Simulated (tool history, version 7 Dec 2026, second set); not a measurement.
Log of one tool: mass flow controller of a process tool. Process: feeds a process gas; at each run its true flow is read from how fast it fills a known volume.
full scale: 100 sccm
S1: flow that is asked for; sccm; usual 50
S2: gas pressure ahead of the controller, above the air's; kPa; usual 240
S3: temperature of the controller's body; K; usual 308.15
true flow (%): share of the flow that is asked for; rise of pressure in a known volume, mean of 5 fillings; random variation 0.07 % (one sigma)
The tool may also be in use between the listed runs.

Run 1, hour 0.0: usual settings. Result: true flow (%) 99.42.
Run 2, hour 54.8: usual settings. Result: true flow (%) 99.40.
Run 3, hour 107.4: usual settings but S1 72 sccm. Result: true flow (%) 99.85.
Run 4, hour 171.9: usual settings but S3 306.15 K. Result: true flow (%) 99.18.
Run 5, hour 224.1: usual settings but S3 306.15 K. Result: true flow (%) 99.37.
Run 6, hour 301.5: usual settings but S3 306.15 K. Result: true flow (%) 99.29.
Run 7, hour 338.0: usual settings. Result: true flow (%) 99.30.
Run 8, hour 389.6: usual settings. Result: true flow (%) 99.34.
Run 9, hour 425.1: usual settings but S3 303.15 K. Result: true flow (%) 99.19.
Run 10, hour 479.7: usual settings. Result: true flow (%) 99.33.
Run 11, hour 527.5: usual settings but S1 20 sccm. Result: true flow (%) 98.60.
Run 12, hour 612.6: usual settings but S1 20 sccm, S2 210 kPa, S3 296.15 K. Result: true flow (%) 98.05.
Run 13, hour 647.9: usual settings but S1 49 sccm, S2 162 kPa. Result: true flow (%) 98.92.
Run 14, hour 724.9: usual settings but S1 17 sccm, S2 162 kPa, S3 301.15 K. Result: true flow (%) 97.91.
Run 15, hour 772.0: usual settings but S3 311.15 K. Result: true flow (%) 99.65.
Run 16, hour 845.6: usual settings but S1 40 sccm, S2 187 kPa, S3 304.15 K. Result: true flow (%) 98.77.
Run 17, hour 925.1: usual settings but S1 27 sccm, S2 153 kPa, S3 304.15 K. Result: true flow (%) 98.24.
Run 18, hour 1003.2: usual settings but S1 61 sccm, S2 216 kPa, S3 304.15 K. Result: true flow (%) 99.37.
Run 19, hour 1059.8: usual settings but S1 61 sccm, S2 216 kPa, S3 304.15 K. Result: true flow (%) 99.46.
Run 20, hour 1136.4: usual settings but S1 30 sccm, S2 217 kPa, S3 304.15 K. Result: true flow (%) 98.61.

Forecast run 21:
Run 21, hour 1195.3: usual settings but S1 30 sccm, S2 217 kPa, S3 304.15 K. Result: true flow (%) ?.

{"run 21": {"true flow (%)": 98.6}}
Without the tool's hidden state the same run would have given true flow (%) 98.61.
